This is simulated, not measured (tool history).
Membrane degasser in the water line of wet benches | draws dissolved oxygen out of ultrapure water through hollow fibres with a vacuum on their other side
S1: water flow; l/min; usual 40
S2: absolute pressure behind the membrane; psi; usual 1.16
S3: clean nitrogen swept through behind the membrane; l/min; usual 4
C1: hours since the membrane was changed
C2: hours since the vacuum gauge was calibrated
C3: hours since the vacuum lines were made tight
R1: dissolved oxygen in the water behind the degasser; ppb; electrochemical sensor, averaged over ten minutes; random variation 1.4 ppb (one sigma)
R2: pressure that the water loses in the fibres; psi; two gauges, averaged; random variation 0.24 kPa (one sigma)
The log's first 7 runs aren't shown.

run 8 hour=269.5 | S1=40 S2=1.16 S3=3.13 | C1=534 C2=4235 C3=3273 | R1=179.1 R2=8.714
run 9 hour=307.6 | S1=40 S2=0.77 S3=3.13 | C1=572 C2=4274 C3=3311 | R1=103.7 R2=8.66
run 10 hour=342.3 | S1=40 S2=0.77 S3=3 | C1=607 C2=4308 C3=3346 | R1=105 R2=8.617
run 11 hour=370.9 | S1=40 S2=1.16 S3=4 | C1=636 C2=4337 C3=3375 | R1=153.5 R2=8.665
run 12 hour=396.4 | S1=40 S2=1.16 S3=4 | C1=661 C2=4362 C3=3400 | R1=153.4 R2=8.578
run 13 hour=426.6 | S1=40 S2=1.16 S3=4 | C1=691 C2=4393 C3=3430 | R1=152.2 R2=8.588
run 14 hour=455 | S1=40 S2=1.16 S3=4 | C1=720 C2=4421 C3=3459 | R1=149.8 R2=8.63
run 15 hour=483.8 | S1=58 S2=1.16 S3=4 | C1=749 C2=4450 C3=3487 | R1=281 R2=12.498
run 16 hour=538.5 | S1=40 S2=1.16 S3=4.33 | C1=803 C2=4504 C3=3542 | R1=142.4 R2=8.567
run 17 hour=562.9 | S1=37 S2=0.846 S3=2.12 | C1=828 C2=4529 C3=3567 | R1=132.5 R2=7.876
run 18 hour=610.8 | S1=61 S2=0.941 S3=4 | C1=876 C2=4577 C3=3614 | R1=257 R2=12.943
run 19 hour=660.9 | S1=61 S2=0.941 S3=4 | C1=926 C2=4627 C3=3665 | R1=255.9 R2=12.982
-- hour=688 gauge calibrated
run 20 hour=707.5 | S1=61 S2=0.941 S3=4 | C1=972 C2=4674 C3=3711 | R1=253.5 R2=13.299
run 21 hour=745.2 | S1=61 S2=0.941 S3=4 | C1=1010 C2=4711 C3=3749 | R1=257.1 R2=13.37
run 22 hour=786.7 | S1=62 S2=2.135 S3=4 | C1=1051 C2=4753 C3=3790 | R1=527.7 R2=13.519
run 23 hour=809.1 | S1=35 S2=2.397 S3=2.1 | C1=1074 C2=4775 C3=3813 | R1=500.2 R2=7.635
run 24 hour=862.9 | S1=59 S2=2.397 S3=1.78 | C1=1128 C2=4829 C3=3867 | R1=940.4 R2=12.855
run 25 hour=903.2 | S1=59 S2=2.397 S3=1.78 | C1=1168 C2=4869 C3=3907 | R1=936.2 R2=12.788
run 26 hour=932.2 | S1=59 S2=2.397 S3=1.78 | C1=1197 C2=4898 C3=3936 | R1=949.2 R2=12.821
run 27 hour=983.2 | S1=57 S2=2.164 S3=6.12 | C1=1248 C2=4949 C3=3987 | R1=367.9 R2=12.299
run 28 hour=1015.4 | S1=57 S2=2.164 S3=6.12 | C1=1280 C2=4981 C3=4019 | R1=360.6 R2=12.337
run 29 hour=1061.6 | S1=40 S2=1.611 S3=8.8 | C1=1326 C2=5028 C3=4065 | R1=128.4 R2=8.696
run 30 hour=1103.2 | S1=40 S2=0.698 S3=4 | C1=1368 C2=5069 C3=4107 | R1=79.2 R2=8.58
run 31 hour=1158.2 | S1=54 S2=1.331 S3=3.11 | C1=1423 C2=5124 C3=4162 | R1=326.5 R2=11.641

Forecast each of these 5 alternatives for the next run:
run A hour=1201.9 | S1=43 S2=1.4 S3=3.11 | C1=1467 C2=5168 C3=4206 | R1=? R2=?
run B hour=1201.9 | S1=56 S2=1.664 S3=3.06 | C1=1467 C2=5168 C3=4206 | R1=? R2=?
run C hour=1201.9 | S1=54 S2=0.966 S3=3.11 | C1=1467 C2=5168 C3=4206 | R1=? R2=?
run D hour=1201.9 | S1=40 S2=1.868 S3=4 | C1=1467 C2=5168 C3=4206 | R1=? R2=?
run E hour=1201.9 | S1=54 S2=1.331 S3=3.12 | C1=1467 C2=5168 C3=4206 | R1=? R2=?

run=A R1=252 R2=9.298
run=B R1=434.6 R2=12.079
run=C R1=233.9 R2=11.56
run=D R1=263.3 R2=8.572
run=E R1=328.5 R2=11.593
Without the tool's hidden state the same runs would have given:
run=A R1=251.6 R2=9.494
run=B R1=434.1 R2=12.333
run=C R1=233.4 R2=11.803
run=D R1=263 R2=8.753
run=E R1=328 R2=11.837
